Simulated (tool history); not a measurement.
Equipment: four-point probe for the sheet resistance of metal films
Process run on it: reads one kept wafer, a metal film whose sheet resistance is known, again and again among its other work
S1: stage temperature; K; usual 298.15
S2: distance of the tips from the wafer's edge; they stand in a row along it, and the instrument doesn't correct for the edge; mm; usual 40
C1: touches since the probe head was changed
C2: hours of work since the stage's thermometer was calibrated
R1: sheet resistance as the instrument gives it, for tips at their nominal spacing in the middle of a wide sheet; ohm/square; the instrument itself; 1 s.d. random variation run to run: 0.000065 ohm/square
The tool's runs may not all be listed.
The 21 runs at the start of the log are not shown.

run 22 day=15.975 | S1=298.15 S2=40 | C1=7827 C2=31 | R1=0.325255
run 23 day=16.592 | S1=292.15 S2=40 | C1=8024 C2=37 | R1=0.325674
run 24 day=17.200 | S1=300.15 S2=57 | C1=8218 C2=43 | R1=0.324961
-- day=17.317 stage's thermometer calibrated, once more
run 25 day=17.867 | S1=304.15 S2=40 | C1=8424 C2=5 | R1=0.324407
run 26 day=18.862 | S1=304.15 S2=40 | C1=8741 C2=15 | R1=0.324310
run 27 day=19.358 | S1=301.15 S2=36 | C1=8899 C2=20 | R1=0.324600
run 28 day=20.258 | S1=298.15 S2=17 | C1=9186 C2=29 | R1=0.325259
run 29 day=21.021 | S1=299.15 S2=40 | C1=9429 C2=36 | R1=0.324712
run 30 day=21.975 | S1=308.15 S2=19 | C1=9734 C2=46 | R1=0.324515
run 31 day=22.862 | S1=308.15 S2=19 | C1=10017 C2=54 | R1=0.324410
run 32 day=23.708 | S1=308.15 S2=19 | C1=10287 C2=63 | R1=0.324491
run 33 day=24.229 | S1=298.15 S2=14 | C1=10453 C2=68 | R1=0.325522
run 34 day=24.942 | S1=298.15 S2=5 | C1=10679 C2=75 | R1=0.331437
run 35 day=25.954 | S1=292.15 S2=7 | C1=11002 C2=85 | R1=0.328483
run 36 day=26.462 | S1=292.15 S2=7 | C1=11164 C2=90 | R1=0.328425
run 37 day=27.392 | S1=300.15 S2=9 | C1=11461 C2=99 | R1=0.326548
run 38 day=27.967 | S1=300.15 S2=9 | C1=11643 C2=104 | R1=0.326594
run 39 day=29.054 | S1=304.15 S2=9 | C1=11990 C2=115 | R1=0.326354
run 40 day=29.942 | S1=292.15 S2=42 | C1=12273 C2=124 | R1=0.325104
run 41 day=30.875 | S1=293.15 S2=4 | C1=12570 C2=133 | R1=0.335414
run 42 day=31.617 | S1=298.15 S2=20 | C1=12807 C2=140 | R1=0.324969
run 43 day=32.175 | S1=298.15 S2=20 | C1=12985 C2=145 | R1=0.325029
run 44 day=33.083 | S1=302.15 S2=17 | C1=13274 C2=154 | R1=0.325023
run 45 day=34.133 | S1=295.15 S2=3 | C1=13609 C2=165 | R1=0.342968
run 46 day=34.892 | S1=295.15 S2=3 | C1=13851 C2=172 | R1=0.343113

Alternative continuations, all from the tool just after run 46; predict every row:
run A day=35.783 | S1=305.15 S2=11 | C1=14135 C2=181 | R1=?
run B day=35.783 | S1=295.15 S2=40 | C1=14135 C2=181 | R1=?
run C day=35.783 | S1=299.15 S2=49 | C1=14135 C2=181 | R1=?

run=A R1=0.325504
run=B R1=0.324821
run=C R1=0.324599
Without the tool's hidden state the same runs would have given:
run=A R1=0.325619
run=B R1=0.324935
run=C R1=0.324713

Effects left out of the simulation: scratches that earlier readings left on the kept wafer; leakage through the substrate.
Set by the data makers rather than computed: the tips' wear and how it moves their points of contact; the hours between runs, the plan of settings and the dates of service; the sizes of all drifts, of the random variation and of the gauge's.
